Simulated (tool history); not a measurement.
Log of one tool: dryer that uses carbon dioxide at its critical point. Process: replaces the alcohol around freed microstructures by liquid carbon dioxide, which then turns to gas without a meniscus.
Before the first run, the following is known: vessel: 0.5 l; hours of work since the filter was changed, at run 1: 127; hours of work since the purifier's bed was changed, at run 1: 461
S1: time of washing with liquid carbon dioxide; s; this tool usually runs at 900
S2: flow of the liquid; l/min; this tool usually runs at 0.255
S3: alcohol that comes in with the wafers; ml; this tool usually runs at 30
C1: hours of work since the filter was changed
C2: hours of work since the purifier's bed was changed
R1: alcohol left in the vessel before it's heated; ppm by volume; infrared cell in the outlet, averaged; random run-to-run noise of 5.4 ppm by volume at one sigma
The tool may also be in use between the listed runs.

run   hour    S1     S2  S3   C1   C2    R1
  1      0   900  0.255  30  127  461   294
  2   45.4   900  0.255  30  142  476   306
  3   71.4   900  0.255  30  150  484   301
  4    105   900  0.255  30  161  495   328
  5  131.9   900  0.255  30  170  504   323
  6  174.3   900  0.255  30  184  518   325
  7  202.3   900  0.255  86  193  527   644
  8  228.9   900  0.255  30  202  536   334
  9  252.2   900  0.255  30  209  543   338
 10  288.9   840  0.344  47  221  555   223
 11  332.4  1080  0.181  58  235  570  1105
 12  367.4   660  0.298  30  247  581   568
     373.9  -- purifier's bed changed
 13  416.7  1320  0.159  52  262   14   598
 14  451.3  1320  0.159  52  273   25   610
 15  479.6  1020  0.215  56  283   35   492
 16  505.2  1020  0.215  56  291   43   516
     524.6  -- inlet filter changed
 17  547.7  1020  0.215  56    8   57   359
 18  569.5  1020  0.215  56   15   64   368

Consider 4 possible next runs. They are alternatives, not a sequence: every one starts from the tool as it was left by run 18. What does each give?
  A  615.3   720  0.187  31  30  79   ?
  B  615.3   540  0.215  56  30  79   ?
  C  615.3  1020  0.181  66  30  79   ?
  D  615.3  1260  0.255  29  30  79   ?

run    R1
  A  1883
  B  5383
  C  1093
  D    42
What these runs would have given with no unlogged condition in the tool:
run    R1
  A  1756
  B  5099
  C   988
  D    17
